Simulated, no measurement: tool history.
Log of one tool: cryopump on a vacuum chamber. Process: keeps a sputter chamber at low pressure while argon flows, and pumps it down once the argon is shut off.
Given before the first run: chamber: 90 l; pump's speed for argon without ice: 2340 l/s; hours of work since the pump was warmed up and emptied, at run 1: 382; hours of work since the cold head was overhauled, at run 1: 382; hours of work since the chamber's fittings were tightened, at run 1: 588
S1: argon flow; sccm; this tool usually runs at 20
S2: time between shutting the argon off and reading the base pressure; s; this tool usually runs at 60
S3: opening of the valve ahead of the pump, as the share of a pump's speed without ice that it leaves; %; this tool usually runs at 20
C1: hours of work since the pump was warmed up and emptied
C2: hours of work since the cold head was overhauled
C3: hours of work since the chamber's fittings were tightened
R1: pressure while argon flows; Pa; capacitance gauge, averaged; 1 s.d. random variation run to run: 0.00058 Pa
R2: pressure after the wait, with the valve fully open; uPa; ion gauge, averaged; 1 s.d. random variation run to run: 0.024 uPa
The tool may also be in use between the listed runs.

run   hour  S1   S2  S3   C1   C2   C3      R1    R2
  1    0.0  20   60  20  382  382  588  0.0738  0.97
  2   10.1  20   60  20  390  390  596  0.0734  0.97
  3   23.9  20   60  59  402  402  608  0.0252  0.94
  4   39.4  20   60  59  415  415  621  0.0255  1.01
  5   52.6  20   46  20  425  425  631  0.0734  1.22
  6   66.1  15   46  20  437  437  643  0.0562  1.21
  7   73.1  20  190  20  442  442  648  0.0733  0.48
  8   83.5  20  190  20  451  451  657  0.0734  0.53
  9   96.1  20  190  20  461  461  667  0.0740  0.51
 10  106.3  20  190  20  470  470  676  0.0738  0.49
 11  114.4  20   60  42  477  477  683  0.0361  0.99
 12  125.7  20   60  42  486  486  692  0.0350  1.05
 13  136.7  20  203  51  495  495  701  0.0301  0.48

Run 14, settings as shown, results not yet in. Your forecast:
 14  150.1  12  84  38  506  506  712   ?   ?

{"run 14": {"R1": 0.0249, "R2": 0.77}}
With the hidden condition absent and the run-to-run variation left alone, this run would have shown R1 0.0239 Pa, R2 0.65 uPa.
